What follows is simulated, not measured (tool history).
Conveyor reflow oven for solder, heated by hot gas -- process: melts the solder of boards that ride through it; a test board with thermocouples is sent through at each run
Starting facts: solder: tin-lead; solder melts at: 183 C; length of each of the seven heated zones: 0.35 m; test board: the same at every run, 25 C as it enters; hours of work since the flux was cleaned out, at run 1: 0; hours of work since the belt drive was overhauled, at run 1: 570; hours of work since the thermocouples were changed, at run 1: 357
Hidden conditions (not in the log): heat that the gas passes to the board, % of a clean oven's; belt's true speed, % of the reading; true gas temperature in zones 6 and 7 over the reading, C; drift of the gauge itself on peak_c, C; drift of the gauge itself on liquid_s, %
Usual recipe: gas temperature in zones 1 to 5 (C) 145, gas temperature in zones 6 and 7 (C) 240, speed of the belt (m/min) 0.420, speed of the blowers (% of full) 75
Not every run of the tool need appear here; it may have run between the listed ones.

run,hour,gas temperature in zones 1 to 5 (C),gas temperature in zones 6 and 7 (C),speed of the belt (m/min),speed of the blowers (% of full),hours of work since the flux was cleaned out,hours of work since the belt drive was overhauled,hours of work since the thermocouples were changed,highest temperature of the board (C),time above the solder's melting point (s)
1,0.0,145,240,0.420,75,0,570,357,229.3,89.8
2,40.0,145,240,0.420,75,29,599,385,229.0,89.8
3,84.8,145,240,0.420,56,61,631,417,224.5,86.5
4,128.3,145,240,0.420,56,92,662,448,225.0,86.3
5,202.8,140,240,0.420,75,145,715,501,227.8,87.1
6,252.6,145,240,0.420,75,181,750,537,228.2,89.6
7,312.8,145,240,0.420,75,224,794,580,227.7,89.5
# hour 327.9: flux residue cleaned out of gas plates and filters
8,354.5,145,240,0.420,75,19,820,606,228.3,90.1
9,387.8,145,236,0.420,75,43,843,630,225.3,87.4
10,426.0,145,244,0.420,75,70,871,657,232.0,92.6
# hour 475.8: belt drive overhauled, speed set with a stopwatch
11,494.0,145,240,0.420,75,116,13,703,228.1,87.9
12,532.3,145,240,0.420,75,143,40,730,227.6,88.1
13,566.3,145,240,0.420,75,167,65,755,227.5,87.8
14,598.8,145,250,0.389,55,191,88,778,234.8,99.6
15,650.4,145,239,0.359,75,228,125,815,229.9,105.6
# hour 659.9: flux residue cleaned out of gas plates and filters
16,699.6,145,239,0.359,75,28,156,846,229.9,105.8
17,739.6,148,251,0.387,52,57,185,875,234.9,102.6
18,812.5,133,255,0.354,75,109,237,927,244.3,111.0
19,877.1,147,255,0.354,52,155,283,973,240.8,115.8
20,915.2,147,255,0.354,52,182,310,1001,241.1,115.7
21,950.6,147,255,0.354,52,208,336,1026,240.9,115.9
# hour 989.3: flux residue cleaned out of gas plates and filters
22,1029.9,147,255,0.354,52,29,389,1079,241.5,116.3
23,1104.2,136,253,0.476,78,82,442,1132,235.2,79.0
24,1135.2,136,253,0.476,78,104,464,1154,234.9,78.8
25,1186.7,158,240,0.419,75,141,501,1191,228.4,96.2
26,1227.6,158,240,0.419,75,170,530,1220,228.2,95.8

Predict each of these 4 candidate next runs independently; none follows another, all start after run 26:
A,1275.7,132,231,0.420,64,205,564,1255,?,?
B,1275.7,158,253,0.372,55,205,564,1255,?,?
C,1275.7,145,239,0.366,61,205,564,1255,?,?
D,1275.7,155,252,0.420,75,205,564,1255,?,?

run,highest temperature of the board (C),time above the solder's melting point (s)
A,214.3,71.3
B,239.7,115.7
C,226.6,101.5
D,238.9,100.1
Had the tool no hidden state, the same runs would have come out as:
run,highest temperature of the board (C),time above the solder's melting point (s)
A,217.2,73.5
B,242.5,115.7
C,229.4,102.4
D,241.8,100.3

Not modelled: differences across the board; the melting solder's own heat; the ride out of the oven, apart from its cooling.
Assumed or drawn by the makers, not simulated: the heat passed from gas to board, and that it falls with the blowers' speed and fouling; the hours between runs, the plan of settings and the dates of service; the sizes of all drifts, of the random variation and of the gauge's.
